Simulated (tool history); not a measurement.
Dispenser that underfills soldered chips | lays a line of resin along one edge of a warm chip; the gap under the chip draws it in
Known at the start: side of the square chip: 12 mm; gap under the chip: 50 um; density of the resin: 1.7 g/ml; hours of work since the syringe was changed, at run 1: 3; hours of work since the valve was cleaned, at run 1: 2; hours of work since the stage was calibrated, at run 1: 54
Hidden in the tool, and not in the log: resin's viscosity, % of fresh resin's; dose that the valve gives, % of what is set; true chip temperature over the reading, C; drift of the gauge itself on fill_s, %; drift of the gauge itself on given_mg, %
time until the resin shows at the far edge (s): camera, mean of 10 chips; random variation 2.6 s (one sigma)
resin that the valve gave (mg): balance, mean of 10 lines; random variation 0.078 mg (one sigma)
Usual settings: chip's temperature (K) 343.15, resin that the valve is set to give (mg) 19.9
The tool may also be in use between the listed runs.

run,hour,chip's temperature (K),resin that the valve is set to give (mg),hours of work since the syringe was changed,hours of work since the valve was cleaned,hours of work since the stage was calibrated,time until the resin shows at the far edge (s),resin that the valve gave (mg)
1,0.0,343.15,19.9,3,2,54,311.8,20.09
2,2.2,343.15,19.9,5,3,55,351.9,19.88
# hour 3.2: new syringe of resin
3,4.6,343.15,19.9,1,5,57,275.5,19.90
4,7.8,343.15,19.9,3,7,59,315.9,19.93
# hour 10.9: new syringe of resin
5,12.5,343.15,19.9,1,10,62,285.0,19.94
6,14.6,343.15,23.2,3,11,63,307.0,23.25
7,16.7,343.15,22.7,4,13,65,342.0,22.73
# hour 18.6: new syringe of resin
8,21.2,343.15,22.7,2,16,68,281.2,22.60
9,24.5,343.15,22.7,4,18,70,335.0,22.34
# hour 26.6: new syringe of resin
10,27.0,343.15,19.9,0,20,71,258.3,19.66
11,30.5,343.15,19.9,3,22,74,311.1,19.62
12,33.9,343.15,19.9,5,24,76,364.1,19.54
# hour 34.4: new syringe of resin
13,38.3,343.15,19.9,3,27,79,312.4,19.45
14,40.7,343.15,19.9,4,29,81,347.8,19.53
# hour 42.2: new syringe of resin
15,45.0,343.15,19.9,2,32,83,298.9,19.53
16,48.9,343.15,19.9,5,34,86,357.1,19.54
# hour 49.9: new syringe of resin
17,51.9,343.15,19.9,1,36,88,285.3,19.57
18,54.8,343.15,19.9,3,38,90,335.5,19.39
# hour 58.0: new syringe of resin
19,58.9,330.15,20.0,1,41,93,466.8,19.34
20,61.0,330.15,20.0,2,42,94,519.3,19.34
# hour 65.7: new syringe of resin
21,65.8,349.15,18.9,0,45,97,201.3,18.47
22,69.3,342.15,17.2,2,48,100,321.5,16.58
23,72.9,344.15,18.0,5,50,102,344.9,17.33
# hour 73.6: new syringe of resin
24,76.8,344.15,18.0,2,53,105,288.7,17.35
# hour 81.3: new syringe of resin
25,81.3,344.15,18.0,0,56,107,249.0,17.28
26,84.0,343.15,18.8,2,57,109,293.7,18.14
27,87.7,343.15,18.8,4,60,112,349.0,18.00
# hour 89.1: new syringe of resin
28,90.9,343.15,18.8,1,62,114,284.7,17.98
29,94.4,343.15,17.5,4,64,116,340.1,16.82
# hour 97.0: new syringe of resin
30,97.3,338.15,22.5,0,66,118,314.1,21.31
31,102.3,338.15,22.5,4,70,121,402.4,21.25
# hour 104.7: new syringe of resin
32,106.5,338.15,22.5,1,72,124,332.0,21.34
33,110.5,335.15,25.6,4,75,127,456.2,24.10
# hour 112.5: new syringe of resin
34,113.6,350.15,23.8,1,77,129,201.8,22.43
35,118.3,350.15,23.8,4,80,132,252.8,22.33
# hour 120.3: new syringe of resin
36,123.5,355.15,22.9,2,84,135,185.7,21.44

Forecast each of these 3 alternatives for the next run:
A,126.4,336.15,23.7,4,86,137,?,?
B,126.4,341.15,22.6,4,86,137,?,?
C,126.4,347.15,18.3,4,86,137,?,?

run,time until the resin shows at the far edge (s),resin that the valve gave (mg)
A,457.6,22.18
B,364.9,21.22
C,294.5,17.04
Without the tool's hidden state the same runs would have given:
run,time until the resin shows at the far edge (s),resin that the valve gave (mg)
A,347.2,23.74
B,276.5,22.72
C,221.2,18.25
